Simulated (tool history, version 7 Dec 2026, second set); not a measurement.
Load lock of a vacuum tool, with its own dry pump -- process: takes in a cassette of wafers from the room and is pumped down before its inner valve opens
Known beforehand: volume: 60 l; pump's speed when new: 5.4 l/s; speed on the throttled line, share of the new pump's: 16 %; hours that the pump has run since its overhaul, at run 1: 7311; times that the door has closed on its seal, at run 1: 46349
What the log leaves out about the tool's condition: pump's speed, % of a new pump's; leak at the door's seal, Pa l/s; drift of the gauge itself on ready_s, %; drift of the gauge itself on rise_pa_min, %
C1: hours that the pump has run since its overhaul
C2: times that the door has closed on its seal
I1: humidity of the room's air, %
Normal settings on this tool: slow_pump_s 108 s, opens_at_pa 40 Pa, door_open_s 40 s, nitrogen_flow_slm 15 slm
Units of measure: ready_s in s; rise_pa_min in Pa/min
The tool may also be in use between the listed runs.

Run 1, hour 0.0: usual settings; C1 7311; C2 46349; I1 45.9. Result: ready_s 185.2 s, rise_pa_min 0.560 Pa/min.
Run 2, hour 158.4: usual settings; C1 7469; C2 47084; I1 45.7. Result: ready_s 185.6 s, rise_pa_min 0.573 Pa/min.
Run 3, hour 243.8: usual settings; C1 7555; C2 47480; I1 44.1. Result: ready_s 183.8 s, rise_pa_min 0.579 Pa/min.
Run 4, hour 383.2: usual settings but opens_at_pa 60 Pa; C1 7694; C2 48126; I1 44.5. Result: ready_s 178.9 s, rise_pa_min 0.590 Pa/min.
Run 5, hour 509.0: usual settings but opens_at_pa 60 Pa; C1 7820; C2 48710; I1 45.8. Result: ready_s 180.5 s, rise_pa_min 0.589 Pa/min.
Run 6, hour 699.8: usual settings but opens_at_pa 60 Pa; C1 8011; C2 49595; I1 48.2. Result: ready_s 180.4 s, rise_pa_min 0.631 Pa/min.
Run 7, hour 904.7: usual settings but opens_at_pa 60 Pa; C1 8215; C2 50545; I1 45.6. Result: ready_s 178.9 s, rise_pa_min 0.628 Pa/min.
Run 8, hour 1094.5: usual settings but opens_at_pa 60 Pa, nitrogen_flow_slm 25 slm; C1 8405; C2 51425; I1 46.6. Result: ready_s 180.7 s, rise_pa_min 0.649 Pa/min.
Run 9, hour 1280.1: usual settings but opens_at_pa 60 Pa, nitrogen_flow_slm 25 slm; C1 8591; C2 52286; I1 47.3. Result: ready_s 180.0 s, rise_pa_min 0.679 Pa/min.
Run 10, hour 1464.5: usual settings but opens_at_pa 60 Pa, nitrogen_flow_slm 25 slm; C1 8775; C2 53141; I1 44.3. Result: ready_s 180.4 s, rise_pa_min 0.673 Pa/min.
Run 11, hour 1550.4: usual settings but opens_at_pa 60 Pa, nitrogen_flow_slm 25 slm; C1 8861; C2 53540; I1 49.9. Result: ready_s 180.8 s, rise_pa_min 0.693 Pa/min.
At hour 1744.2: door's seal changed, seat wiped.
Run 12, hour 1748.2: usual settings but opens_at_pa 60 Pa, nitrogen_flow_slm 25 slm; C1 9057; C2 19; I1 47.5. Result: ready_s 180.4 s, rise_pa_min 0.032 Pa/min.
Run 13, hour 1852.6: usual settings but opens_at_pa 60 Pa, nitrogen_flow_slm 25 slm; C1 9162; C2 503; I1 44.0. Result: ready_s 180.6 s, rise_pa_min 0.026 Pa/min.
Run 14, hour 1968.8: usual settings but opens_at_pa 60 Pa, nitrogen_flow_slm 25 slm; C1 9278; C2 1042; I1 47.1. Result: ready_s 181.3 s, rise_pa_min 0.035 Pa/min.
Run 15, hour 2113.9: usual settings but opens_at_pa 60 Pa, nitrogen_flow_slm 25 slm; C1 9423; C2 1715; I1 44.6. Result: ready_s 181.6 s, rise_pa_min 0.041 Pa/min.
Run 16, hour 2247.4: usual settings but slow_pump_s 84 s; C1 9557; C2 2334; I1 46.3. Result: ready_s 166.5 s, rise_pa_min 0.045 Pa/min.
Run 17, hour 2371.7: usual settings but slow_pump_s 84 s; C1 9681; C2 2910; I1 44.7. Result: ready_s 166.5 s, rise_pa_min 0.056 Pa/min.
Run 18, hour 2521.1: usual settings but slow_pump_s 84 s; C1 9830; C2 3603; I1 46.1. Result: ready_s 165.4 s, rise_pa_min 0.054 Pa/min.
Run 19, hour 2730.0: usual settings but slow_pump_s 84 s, door_open_s 32 s, nitrogen_flow_slm 5 slm; C1 10039; C2 4572; I1 46.3. Result: ready_s 166.2 s, rise_pa_min 0.057 Pa/min.
Run 20, hour 2821.9: usual settings but slow_pump_s 170 s, opens_at_pa 38 Pa, door_open_s 141 s, nitrogen_flow_slm 9 slm; C1 10131; C2 4998; I1 47.6. Result: ready_s 240.5 s, rise_pa_min 0.135 Pa/min.
Run 21, hour 2956.6: usual settings but slow_pump_s 140 s, opens_at_pa 29 Pa, door_open_s 35 s, nitrogen_flow_slm 34 slm; C1 10266; C2 5623; I1 44.8. Result: ready_s 216.4 s, rise_pa_min 0.050 Pa/min.
Run 22, hour 3154.0: usual settings but slow_pump_s 140 s, opens_at_pa 29 Pa, door_open_s 35 s, nitrogen_flow_slm 34 slm; C1 10463; C2 6538; I1 46.3. Result: ready_s 219.2 s, rise_pa_min 0.054 Pa/min.

Run 23 has not been measured yet. What should we expect?
Run 23, hour 3328.9: usual settings but door_open_s 30 s, nitrogen_flow_slm 26 slm; C1 10638; C2 7349; I1 45.7. Result: ready_s ?, rise_pa_min ?.

ready_s: 186.9 s
rise_pa_min: 0.064 Pa/min
With the hidden condition absent and the run-to-run variation left alone, this run would have shown ready_s 178.5 s, rise_pa_min 0.029 Pa/min.
